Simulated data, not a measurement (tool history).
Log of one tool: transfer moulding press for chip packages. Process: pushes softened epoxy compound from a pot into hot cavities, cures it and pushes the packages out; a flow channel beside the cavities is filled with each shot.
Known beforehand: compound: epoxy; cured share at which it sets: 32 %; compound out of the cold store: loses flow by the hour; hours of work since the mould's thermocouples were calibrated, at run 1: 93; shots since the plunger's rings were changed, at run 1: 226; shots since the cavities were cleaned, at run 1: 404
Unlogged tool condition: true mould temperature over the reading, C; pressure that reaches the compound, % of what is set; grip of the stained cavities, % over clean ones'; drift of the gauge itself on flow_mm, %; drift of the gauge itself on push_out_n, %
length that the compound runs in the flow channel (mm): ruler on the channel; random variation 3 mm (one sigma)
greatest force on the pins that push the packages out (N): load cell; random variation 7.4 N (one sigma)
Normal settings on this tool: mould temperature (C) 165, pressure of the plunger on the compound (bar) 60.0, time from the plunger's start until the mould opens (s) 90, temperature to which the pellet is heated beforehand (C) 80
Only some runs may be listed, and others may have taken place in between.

run,hour,mould temperature (C),pressure of the plunger on the compound (bar),time from the plunger's start until the mould opens (s),temperature to which the pellet is heated beforehand (C),hours of work since the mould's thermocouples were calibrated,shots since the plunger's rings were changed,shots since the cavities were cleaned,incoming compound's hours out of the cold store,length that the compound runs in the flow channel (mm),greatest force on the pins that push the packages out (N)
1,0.0,165,60.0,90,80,93,226,404,18.7,974,417
2,14.8,165,60.0,90,80,101,393,571,22.6,948,423
# hour 31.5: cavities cleaned with cleaning compound and waxed
3,44.4,165,60.0,90,80,115,712,146,33.9,899,342
4,57.9,165,60.0,90,80,123,865,299,9.1,1014,403
5,87.8,165,60.0,86,80,138,1204,638,32.1,899,443
# hour 96.1: cavities cleaned with cleaning compound and waxed
6,108.7,165,60.0,86,80,148,1424,143,23.6,933,365
7,131.3,164,61.6,86,90,160,1680,399,13.7,992,463
# hour 160.6: cavities cleaned with cleaning compound and waxed
8,162.2,164,61.6,75,89,176,2012,18,39.5,879,412
9,193.4,165,71.6,90,80,192,2366,372,41.7,926,385
10,215.9,165,71.6,90,80,204,2621,627,41.3,924,440
# hour 227.5: cavities cleaned with cleaning compound and waxed
11,238.8,162,67.7,110,80,215,2863,128,33.6,946,311
# hour 246.8: plunger's sealing rings changed
12,265.1,164,62.7,85,80,228,207,399,20.3,990,467

Each row is a separate what-if for the run after 12, all from the same tool condition, not one after another. Results?
A,280.7,165,51.0,108,81,236,384,576,34.6,?,?
B,280.7,170,62.5,125,80,236,384,576,43.4,?,?
C,280.7,170,62.7,91,80,236,384,576,30.5,?,?
D,280.7,160,60.0,94,73,236,384,576,8.7,?,?
E,280.7,165,62.3,123,87,236,384,576,43.2,?,?

run,length that the compound runs in the flow channel (mm),greatest force on the pins that push the packages out (N)
A,827,360
B,859,355
C,910,352
D,1052,597
E,883,351
Without the tool's hidden state the same runs would have given:
run,length that the compound runs in the flow channel (mm),greatest force on the pins that push the packages out (N)
A,836,250
B,868,243
C,919,242
D,1064,426
E,893,240

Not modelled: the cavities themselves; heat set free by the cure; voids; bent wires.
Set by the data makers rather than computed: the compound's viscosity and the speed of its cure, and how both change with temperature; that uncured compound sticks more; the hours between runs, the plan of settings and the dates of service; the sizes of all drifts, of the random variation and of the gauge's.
